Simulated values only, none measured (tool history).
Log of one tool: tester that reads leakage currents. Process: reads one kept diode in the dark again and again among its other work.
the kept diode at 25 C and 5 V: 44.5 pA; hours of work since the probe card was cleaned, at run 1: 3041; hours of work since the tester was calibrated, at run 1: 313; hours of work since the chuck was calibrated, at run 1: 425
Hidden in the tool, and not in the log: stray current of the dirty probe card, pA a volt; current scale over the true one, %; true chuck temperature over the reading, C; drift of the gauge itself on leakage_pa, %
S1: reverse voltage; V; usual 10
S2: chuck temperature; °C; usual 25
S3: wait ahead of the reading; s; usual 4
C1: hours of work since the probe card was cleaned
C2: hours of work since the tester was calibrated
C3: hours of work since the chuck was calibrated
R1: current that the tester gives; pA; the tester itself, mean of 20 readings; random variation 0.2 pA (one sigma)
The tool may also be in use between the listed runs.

run	hour	S1	S2	S3	C1	C2	C3	R1
1	0	10	25	4	3041	313	425	74.71
2	106.7	1.5	25	4	3115	386	498	25.18
3	177.2	1.5	25	0.65	3163	434	546	25.53
4	259.8	10	25	4	3220	491	603	74.06
# hour 274.4: probe card cleaned and baked
5	346.9	10	25	1.82	50	549	661	60.96
6	471.5	10	25	7.55	135	634	746	59.78
7	582	10	25	6.37	211	710	822	59.53
8	713.3	10	25	6.37	301	800	912	59.46
9	774.4	10.5	20	9.15	343	842	954	38.38
10	856	1.6	20	1.65	399	898	1010	14.3
11	932.6	13.3	20	1.65	451	950	1062	45.1
12	1038.7	8.5	27	0.63	524	1023	1135	67.68

Forecast run 13:
13	1159.3	8.5	27	0.63	607	1105	1218	?

{"run 13": {"R1": 67.5}}
Without the tool's hidden state the same run would have given R1 73.49 pA.
